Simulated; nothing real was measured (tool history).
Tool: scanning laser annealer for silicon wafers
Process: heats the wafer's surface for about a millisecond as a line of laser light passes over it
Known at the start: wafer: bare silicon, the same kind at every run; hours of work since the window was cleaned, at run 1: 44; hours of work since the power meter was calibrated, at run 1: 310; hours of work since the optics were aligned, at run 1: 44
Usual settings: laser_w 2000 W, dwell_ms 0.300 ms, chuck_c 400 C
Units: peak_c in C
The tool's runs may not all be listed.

run,hour,laser_w,dwell_ms,chuck_c,hours of work since the window was cleaned,hours of work since the power meter was calibrated,hours of work since the optics were aligned,peak_c
1,0.0,2000,0.300,400,44,310,44,1193
2,35.0,2000,0.300,400,60,326,60,1188
3,77.9,2000,0.300,400,80,346,80,1186
4,106.2,2000,0.300,400,94,360,94,1189
5,157.5,2000,0.322,400,118,383,118,1219
6,211.5,1792,0.300,400,143,409,143,1113
7,266.9,1792,0.300,400,169,434,169,1109
8,297.7,1787,0.300,400,183,449,183,1110
9,326.5,1787,0.300,400,196,462,196,1105
10,381.2,1787,0.274,400,222,488,222,1069
11,431.6,1787,0.274,400,245,511,245,1071
12,477.7,2000,0.300,400,267,533,267,1185
13,503.6,2000,0.299,400,279,545,279,1182
14,555.0,2000,0.300,400,303,569,303,1181
15,601.1,2169,0.300,400,324,590,324,1242
16,638.9,2169,0.300,400,342,608,342,1241
17,665.5,2169,0.300,400,354,620,354,1240
18,707.3,1801,0.335,381,374,640,374,1135
19,742.0,2000,0.300,417,390,656,390,1196
# hour 749.7: optics aligned, line set to its width
20,772.1,2000,0.300,417,402,668,10,1194
21,796.6,2034,0.300,428,413,679,22,1220
22,824.6,2149,0.300,392,426,692,35,1227
# hour 851.8: optics aligned, line set to its width, once more
23,875.1,1838,0.375,400,447,713,11,1220
24,913.7,1736,0.318,362,465,731,29,1066
25,945.7,1736,0.318,362,480,746,44,1065
26,980.8,1736,0.318,364,497,763,60,1072
27,1023.1,2000,0.347,410,516,782,80,1258
28,1057.2,2102,0.342,410,532,798,96,1294
29,1107.0,2102,0.342,410,556,822,119,1286
30,1145.6,1972,0.314,433,574,840,137,1220
31,1178.8,2000,0.238,400,589,855,152,1081

3 ways to go on from here, each from the tool as it stands after run 31. What would each give?
A,1215.5,2000,0.374,400,606,872,170,?
B,1215.5,2000,0.273,400,606,872,170,?
C,1215.5,2000,0.300,422,606,872,170,?

run,peak_c
A,1286
B,1134
C,1200
Without the tool's hidden state the same runs would have given:
run,peak_c
A,1311
B,1155
C,1222
